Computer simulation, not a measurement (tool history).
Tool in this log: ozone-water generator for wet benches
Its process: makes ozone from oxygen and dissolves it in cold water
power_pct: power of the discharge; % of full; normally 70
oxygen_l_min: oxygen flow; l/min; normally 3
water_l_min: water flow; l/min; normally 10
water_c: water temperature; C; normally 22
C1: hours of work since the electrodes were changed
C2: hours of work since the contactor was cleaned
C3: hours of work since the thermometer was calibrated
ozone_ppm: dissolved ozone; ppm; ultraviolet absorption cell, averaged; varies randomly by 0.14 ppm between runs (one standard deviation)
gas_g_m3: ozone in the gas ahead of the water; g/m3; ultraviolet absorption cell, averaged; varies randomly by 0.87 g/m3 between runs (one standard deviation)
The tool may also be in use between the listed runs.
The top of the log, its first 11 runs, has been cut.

run 12 hour=1696.8 | power_pct=70 oxygen_l_min=3 water_l_min=10 water_c=22 | C1=5911 C2=2878 C3=2407 | ozone_ppm=11.9 gas_g_m3=116.2
-- hour=1835.2 electrodes of the discharge changed
run 13 hour=1869.8 | power_pct=70 oxygen_l_min=3 water_l_min=10 water_c=22 | C1=31 C2=3026 C3=2555 | ozone_ppm=14.6 gas_g_m3=144.2
run 14 hour=1994.1 | power_pct=70 oxygen_l_min=3.28 water_l_min=10 water_c=22 | C1=141 C2=3136 C3=2665 | ozone_ppm=14.3 gas_g_m3=136.1
run 15 hour=2146.3 | power_pct=70 oxygen_l_min=3.28 water_l_min=10 water_c=22 | C1=276 C2=3271 C3=2800 | ozone_ppm=14.6 gas_g_m3=133.6
-- hour=2159.9 water thermometer calibrated
run 16 hour=2315.9 | power_pct=70 oxygen_l_min=3.28 water_l_min=10 water_c=22 | C1=425 C2=3420 C3=138 | ozone_ppm=14.3 gas_g_m3=133.6
run 17 hour=2419.6 | power_pct=70 oxygen_l_min=3.28 water_l_min=10 water_c=22 | C1=517 C2=3512 C3=230 | ozone_ppm=14.2 gas_g_m3=133.9
run 18 hour=2520.6 | power_pct=70 oxygen_l_min=3.28 water_l_min=10 water_c=22 | C1=607 C2=3602 C3=319 | ozone_ppm=14.3 gas_g_m3=133.5
run 19 hour=2613.8 | power_pct=70 oxygen_l_min=3.28 water_l_min=10 water_c=22 | C1=689 C2=3684 C3=402 | ozone_ppm=13.9 gas_g_m3=133
-- hour=2640.6 water thermometer calibrated, once more
run 20 hour=2703.1 | power_pct=70 oxygen_l_min=3.28 water_l_min=6 water_c=22 | C1=768 C2=3763 C3=55 | ozone_ppm=18.9 gas_g_m3=134
run 21 hour=2883.8 | power_pct=70 oxygen_l_min=2.14 water_l_min=10 water_c=22 | C1=928 C2=3923 C3=215 | ozone_ppm=14.4 gas_g_m3=170
run 22 hour=3079.1 | power_pct=70 oxygen_l_min=2.14 water_l_min=10 water_c=22 | C1=1101 C2=4096 C3=388 | ozone_ppm=14.1 gas_g_m3=168.1
run 23 hour=3166.6 | power_pct=56 oxygen_l_min=1.81 water_l_min=9 water_c=19 | C1=1179 C2=4174 C3=466 | ozone_ppm=13.9 gas_g_m3=160.5
run 24 hour=3354.3 | power_pct=41 oxygen_l_min=3 water_l_min=10 water_c=18 | C1=1345 C2=4340 C3=632 | ozone_ppm=10.5 gas_g_m3=97.2
run 25 hour=3455.7 | power_pct=70 oxygen_l_min=3 water_l_min=10 water_c=28 | C1=1435 C2=4430 C3=722 | ozone_ppm=12.4 gas_g_m3=137.8
-- hour=3478.3 contactor cleaned
run 26 hour=3569 | power_pct=70 oxygen_l_min=3 water_l_min=10 water_c=28 | C1=1531 C2=80 C3=819 | ozone_ppm=13.5 gas_g_m3=135
run 27 hour=3766.2 | power_pct=73 oxygen_l_min=3 water_l_min=10 water_c=25 | C1=1706 C2=255 C3=994 | ozone_ppm=14.3 gas_g_m3=140.4
run 28 hour=3932.6 | power_pct=73 oxygen_l_min=3 water_l_min=10 water_c=25 | C1=1854 C2=402 C3=1141 | ozone_ppm=14.1 gas_g_m3=137.3
run 29 hour=4100.9 | power_pct=63 oxygen_l_min=3 water_l_min=10 water_c=25 | C1=2003 C2=552 C3=1290 | ozone_ppm=12.7 gas_g_m3=125.9
run 30 hour=4270.9 | power_pct=80 oxygen_l_min=2.97 water_l_min=10 water_c=22 | C1=2153 C2=702 C3=1441 | ozone_ppm=15.5 gas_g_m3=144.8
run 31 hour=4432.3 | power_pct=43 oxygen_l_min=2.34 water_l_min=11 water_c=18 | C1=2296 C2=845 C3=1584 | ozone_ppm=10.6 gas_g_m3=114
run 32 hour=4635.6 | power_pct=43 oxygen_l_min=2.34 water_l_min=11 water_c=18 | C1=2476 C2=1025 C3=1764 | ozone_ppm=10.5 gas_g_m3=114.2
run 33 hour=4828.4 | power_pct=78 oxygen_l_min=1.93 water_l_min=7 water_c=28 | C1=2647 C2=1196 C3=1935 | ozone_ppm=17.5 gas_g_m3=181.9
run 34 hour=4985.3 | power_pct=97 oxygen_l_min=3 water_l_min=13 water_c=22 | C1=2786 C2=1335 C3=2073 | ozone_ppm=13.9 gas_g_m3=159

Below are 3 alternative next runs, each starting from the tool's condition after run 34. Predict each:
run A hour=5143.4 | power_pct=97 oxygen_l_min=3 water_l_min=11 water_c=20 | C1=2926 C2=1475 C3=2213 | ozone_ppm=? gas_g_m3=?
run B hour=5143.4 | power_pct=84 oxygen_l_min=3.79 water_l_min=10 water_c=29 | C1=2926 C2=1475 C3=2213 | ozone_ppm=? gas_g_m3=?
run C hour=5143.4 | power_pct=84 oxygen_l_min=3 water_l_min=12 water_c=30 | C1=2926 C2=1475 C3=2213 | ozone_ppm=? gas_g_m3=?

run=A ozone_ppm=16.2 gas_g_m3=157.9
run=B ozone_ppm=12.9 gas_g_m3=127.5
run=C ozone_ppm=11.9 gas_g_m3=144
With the hidden condition removed and each run's random variation left untouched, the same runs would have given:
run=A ozone_ppm=18.6 gas_g_m3=176.4
run=B ozone_ppm=14.7 gas_g_m3=141.3
run=C ozone_ppm=13.6 gas_g_m3=159.6
